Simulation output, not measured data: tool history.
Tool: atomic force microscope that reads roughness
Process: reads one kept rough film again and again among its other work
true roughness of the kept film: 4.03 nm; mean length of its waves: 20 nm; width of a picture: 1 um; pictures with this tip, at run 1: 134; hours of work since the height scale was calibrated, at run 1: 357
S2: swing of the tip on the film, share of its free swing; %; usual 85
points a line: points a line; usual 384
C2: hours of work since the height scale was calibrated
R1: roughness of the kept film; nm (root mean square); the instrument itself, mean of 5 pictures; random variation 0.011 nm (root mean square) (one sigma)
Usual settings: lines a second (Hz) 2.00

run 1 hour=0.0 | lines_a_second_(Hz)=2.00 S2=85 points_a_line=384 | pictures_with_this_tip=134 C2=357 | R1=2.204
run 2 hour=13.9 | lines_a_second_(Hz)=2.00 S2=85 points_a_line=384 | pictures_with_this_tip=154 C2=365 | R1=2.154
run 3 hour=27.4 | lines_a_second_(Hz)=2.00 S2=85 points_a_line=384 | pictures_with_this_tip=175 C2=373 | R1=2.135
run 4 hour=38.1 | lines_a_second_(Hz)=2.41 S2=85 points_a_line=384 | pictures_with_this_tip=190 C2=380 | R1=2.017
run 5 hour=52.1 | lines_a_second_(Hz)=2.00 S2=72 points_a_line=384 | pictures_with_this_tip=211 C2=388 | R1=2.262
run 6 hour=61.0 | lines_a_second_(Hz)=2.00 S2=72 points_a_line=384 | pictures_with_this_tip=225 C2=394 | R1=2.250
run 7 hour=69.9 | lines_a_second_(Hz)=2.00 S2=72 points_a_line=384 | pictures_with_this_tip=238 C2=399 | R1=2.199
run 8 hour=82.8 | lines_a_second_(Hz)=2.00 S2=72 points_a_line=384 | pictures_with_this_tip=257 C2=407 | R1=2.170
run 9 hour=91.4 | lines_a_second_(Hz)=2.00 S2=72 points_a_line=384 | pictures_with_this_tip=270 C2=412 | R1=2.176
run 10 hour=99.1 | lines_a_second_(Hz)=2.00 S2=72 points_a_line=384 | pictures_with_this_tip=282 C2=417 | R1=2.126
run 11 hour=112.8 | lines_a_second_(Hz)=2.00 S2=85 points_a_line=1014 | pictures_with_this_tip=302 C2=425 | R1=1.900
run 12 hour=129.1 | lines_a_second_(Hz)=2.00 S2=85 points_a_line=384 | pictures_with_this_tip=326 C2=435 | R1=1.850
-- hour=132.3 new tip fitted
run 13 hour=136.9 | lines_a_second_(Hz)=2.00 S2=85 points_a_line=384 | pictures_with_this_tip=7 C2=440 | R1=2.604
run 14 hour=150.0 | lines_a_second_(Hz)=2.00 S2=85 points_a_line=384 | pictures_with_this_tip=27 C2=448 | R1=2.562
run 15 hour=162.6 | lines_a_second_(Hz)=2.00 S2=85 points_a_line=384 | pictures_with_this_tip=46 C2=455 | R1=2.461
run 16 hour=174.8 | lines_a_second_(Hz)=2.00 S2=85 points_a_line=384 | pictures_with_this_tip=64 C2=463 | R1=2.432
-- hour=176.9 height scale calibrated on a step standard
run 17 hour=191.8 | lines_a_second_(Hz)=2.00 S2=85 points_a_line=384 | pictures_with_this_tip=88 C2=9 | R1=2.355
run 18 hour=199.8 | lines_a_second_(Hz)=2.00 S2=85 points_a_line=849 | pictures_with_this_tip=100 C2=14 | R1=2.367
run 19 hour=214.6 | lines_a_second_(Hz)=2.00 S2=85 points_a_line=849 | pictures_with_this_tip=122 C2=23 | R1=2.314
run 20 hour=230.5 | lines_a_second_(Hz)=2.00 S2=85 points_a_line=849 | pictures_with_this_tip=146 C2=33 | R1=2.261
run 21 hour=245.9 | lines_a_second_(Hz)=1.08 S2=85 points_a_line=849 | pictures_with_this_tip=168 C2=42 | R1=2.412
run 22 hour=260.4 | lines_a_second_(Hz)=1.08 S2=85 points_a_line=849 | pictures_with_this_tip=190 C2=51 | R1=2.359
run 23 hour=268.4 | lines_a_second_(Hz)=2.00 S2=85 points_a_line=384 | pictures_with_this_tip=202 C2=56 | R1=2.099
-- hour=271.7 height scale calibrated on a step standard, once more
run 24 hour=280.2 | lines_a_second_(Hz)=2.00 S2=85 points_a_line=587 | pictures_with_this_tip=218 C2=5 | R1=2.098
run 25 hour=289.5 | lines_a_second_(Hz)=2.00 S2=85 points_a_line=826 | pictures_with_this_tip=232 C2=11 | R1=2.077
run 26 hour=305.5 | lines_a_second_(Hz)=2.00 S2=85 points_a_line=826 | pictures_with_this_tip=256 C2=21 | R1=2.046
run 27 hour=315.9 | lines_a_second_(Hz)=2.00 S2=85 points_a_line=826 | pictures_with_this_tip=272 C2=27 | R1=2.008
run 28 hour=329.6 | lines_a_second_(Hz)=2.00 S2=85 points_a_line=826 | pictures_with_this_tip=292 C2=35 | R1=1.963
run 29 hour=342.7 | lines_a_second_(Hz)=3.86 S2=70 points_a_line=384 | pictures_with_this_tip=312 C2=43 | R1=1.946
-- hour=355.7 new tip fitted
run 30 hour=357.8 | lines_a_second_(Hz)=2.00 S2=85 points_a_line=482 | pictures_with_this_tip=3 C2=52 | R1=2.599
run 31 hour=371.4 | lines_a_second_(Hz)=2.00 S2=66 points_a_line=878 | pictures_with_this_tip=24 C2=60 | R1=2.955
run 32 hour=380.6 | lines_a_second_(Hz)=1.08 S2=66 points_a_line=1005 | pictures_with_this_tip=37 C2=66 | R1=2.995
run 33 hour=388.2 | lines_a_second_(Hz)=0.58 S2=66 points_a_line=1005 | pictures_with_this_tip=49 C2=71 | R1=3.029
run 34 hour=396.7 | lines_a_second_(Hz)=2.00 S2=60 points_a_line=325 | pictures_with_this_tip=61 C2=76 | R1=2.844
run 35 hour=404.3 | lines_a_second_(Hz)=2.00 S2=69 points_a_line=882 | pictures_with_this_tip=73 C2=80 | R1=2.700
run 36 hour=419.4 | lines_a_second_(Hz)=2.28 S2=69 points_a_line=882 | pictures_with_this_tip=95 C2=90 | R1=2.624
run 37 hour=433.5 | lines_a_second_(Hz)=2.28 S2=69 points_a_line=882 | pictures_with_this_tip=116 C2=98 | R1=2.573
run 38 hour=443.5 | lines_a_second_(Hz)=2.50 S2=66 points_a_line=370 | pictures_with_this_tip=131 C2=104 | R1=2.526
run 39 hour=452.0 | lines_a_second_(Hz)=0.93 S2=77 points_a_line=789 | pictures_with_this_tip=144 C2=109 | R1=2.606
run 40 hour=462.6 | lines_a_second_(Hz)=0.68 S2=66 points_a_line=502 | pictures_with_this_tip=160 C2=116 | R1=2.661
run 41 hour=471.7 | lines_a_second_(Hz)=1.14 S2=80 points_a_line=707 | pictures_with_this_tip=173 C2=121 | R1=2.452
run 42 hour=480.9 | lines_a_second_(Hz)=3.27 S2=57 points_a_line=384 | pictures_with_this_tip=187 C2=127 | R1=2.439
run 43 hour=488.8 | lines_a_second_(Hz)=3.19 S2=75 points_a_line=1018 | pictures_with_this_tip=199 C2=132 | R1=2.127
run 44 hour=503.0 | lines_a_second_(Hz)=2.00 S2=83 points_a_line=836 | pictures_with_this_tip=220 C2=140 | R1=2.121
run 45 hour=511.0 | lines_a_second_(Hz)=0.67 S2=85 points_a_line=384 | pictures_with_this_tip=232 C2=145 | R1=2.344
run 46 hour=519.0 | lines_a_second_(Hz)=0.79 S2=69 points_a_line=423 | pictures_with_this_tip=244 C2=150 | R1=2.405
run 47 hour=532.5 | lines_a_second_(Hz)=0.79 S2=69 points_a_line=323 | pictures_with_this_tip=264 C2=158 | R1=2.363
run 48 hour=543.7 | lines_a_second_(Hz)=0.79 S2=61 points_a_line=768 | pictures_with_this_tip=281 C2=165 | R1=2.403
run 49 hour=551.7 | lines_a_second_(Hz)=0.79 S2=83 points_a_line=409 | pictures_with_this_tip=293 C2=170 | R1=2.209
run 50 hour=568.1 | lines_a_second_(Hz)=2.14 S2=62 points_a_line=568 | pictures_with_this_tip=317 C2=180 | R1=2.204
run 51 hour=576.0 | lines_a_second_(Hz)=2.00 S2=87 points_a_line=283 | pictures_with_this_tip=329 C2=185 | R1=1.792

The same runs without the tool's hidden state, with the same run-to-run variation:
The hidden state here: radius of the tip, nm; height scale over the true one, %; drift of the gauge itself on roughness_nm, %.
run=1 R1=2.629
run=2 R1=2.626
run=3 R1=2.655
run=4 R1=2.542
run=5 R1=2.911
run=6 R1=2.931
run=7 R1=2.899
run=8 R1=2.913
run=9 R1=2.956
run=10 R1=2.916
run=11 R1=2.654
run=12 R1=2.636
run=13 R1=2.638
run=14 R1=2.658
run=15 R1=2.612
run=16 R1=2.630
run=17 R1=2.620
run=18 R1=2.668
run=19 R1=2.677
run=20 R1=2.681
run=21 R1=2.929
run=22 R1=2.930
run=23 R1=2.636
run=24 R1=2.658
run=25 R1=2.671
run=26 R1=2.691
run=27 R1=2.679
run=28 R1=2.666
run=29 R1=2.692
run=30 R1=2.649
run=31 R1=3.085
run=32 R1=3.173
run=33 R1=3.254
run=34 R1=3.098
run=35 R1=2.985
run=36 R1=2.973
run=37 R1=2.977
run=38 R1=2.967
run=39 R1=3.105
run=40 R1=3.222
run=41 R1=3.007
run=42 R1=3.038
run=43 R1=2.678
run=44 R1=2.725
run=45 R1=3.046
run=46 R1=3.160
run=47 R1=3.158
run=48 R1=3.259
run=49 R1=3.030
run=50 R1=3.088
run=51 R1=2.542

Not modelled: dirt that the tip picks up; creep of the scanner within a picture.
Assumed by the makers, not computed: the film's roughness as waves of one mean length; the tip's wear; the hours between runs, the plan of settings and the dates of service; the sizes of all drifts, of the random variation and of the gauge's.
